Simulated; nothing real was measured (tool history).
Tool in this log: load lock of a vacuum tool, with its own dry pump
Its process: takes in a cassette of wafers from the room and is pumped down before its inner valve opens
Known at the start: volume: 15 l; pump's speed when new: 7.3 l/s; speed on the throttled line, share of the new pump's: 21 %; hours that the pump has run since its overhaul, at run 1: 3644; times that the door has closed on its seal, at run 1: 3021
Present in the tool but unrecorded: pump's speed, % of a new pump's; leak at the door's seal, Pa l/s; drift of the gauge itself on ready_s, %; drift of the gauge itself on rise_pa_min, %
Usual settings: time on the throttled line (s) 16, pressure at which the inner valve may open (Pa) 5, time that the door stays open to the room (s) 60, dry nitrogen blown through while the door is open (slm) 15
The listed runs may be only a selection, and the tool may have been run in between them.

run	hour	time on the throttled line (s)	pressure at which the inner valve may open (Pa)	time that the door stays open to the room (s)	dry nitrogen blown through while the door is open (slm)	hours that the pump has run since its overhaul	times that the door has closed on its seal	incoming humidity of the room's air, %	time from the closed door until the inner valve may open (s)	rise of the pressure with all valves shut (Pa/min)
1	0	16	5	60	15	3644	3021	42.8	33.9	0.075
2	139.4	16	5	60	15	3784	3669	45.4	33.6	0.074
3	243.7	16	8	60	15	3888	4154	48.3	32.4	0.083
4	412	19	5	60	15	4056	4937	44.8	36.3	0.079
5	594.2	19	5	60	15	4239	5784	45.8	35.2	0.075
6	699.7	16	5	60	15	4344	6275	46.2	33.2	0.075
7	875.9	16	5	60	15	4520	7095	45.4	33.3	0.079
8	1008.4	16	5	153	15	4653	7711	46.6	32.9	0.131
9	1176.8	16	5	153	15	4821	8494	45.6	33.5	0.136
10	1311.4	16	5	60	15	4956	9120	46.3	33.9	0.081
11	1396.7	16	5	60	15	5041	9517	43	33.5	0.078
12	1486.4	16	5	60	15	5131	9934	44.4	33.1	0.081
13	1664.3	18	7	41	15	5309	10762	47.7	34.1	0.068
14	1751.5	16	5	60	21	5396	11167	45	33.3	0.063
15	1918.8	16	5	60	21	5563	11945	46	33.7	0.07
16	2055.3	16	5	60	21	5700	12581	44.3	33.4	0.061
17	2247.6	15	7	81	15	5892	13475	46.2	31.9	0.093
18	2378.7	15	7	81	15	6023	14085	47.3	31.7	0.093
19	2517.5	21	6	99	15	6162	14730	44.4	37.4	0.098
20	2618.1	21	8	99	15	6263	15198	43.2	36.3	0.095
21	2750.8	16	8	43	15	6395	15816	46.7	32.3	0.068
22	2880	16	8	62	15	6524	16417	44.2	32.3	0.079
23	3059.7	16	8	62	15	6704	17252	45.7	32	0.079
24	3205.3	14	5	38	29	6850	17929	46.2	31.6	0.052

5 ways to go on from here, each from the tool as it stands after run 24. What would each give?
A	3347.7	14	6	51	4	6992	18592	45.2	?	?
B	3347.7	16	5	157	29	6992	18592	44.6	?	?
C	3347.7	18	5	142	27	6992	18592	46.2	?	?
D	3347.7	14	5	164	29	6992	18592	42.5	?	?
E	3347.7	14	5	45	29	6992	18592	46.7	?	?

run	time from the closed door until the inner valve may open (s)	rise of the pressure with all valves shut (Pa/min)
A	30.6	0.095
B	32.9	0.097
C	35	0.099
D	31.7	0.1
E	32.7	0.053
The same runs, with their run-to-run variation unchanged, on a tool lacking any hidden condition would have given:
run	time from the closed door until the inner valve may open (s)	rise of the pressure with all valves shut (Pa/min)
A	30.6	0.094
B	32.9	0.096
C	35	0.098
D	31.6	0.099
E	32.7	0.052
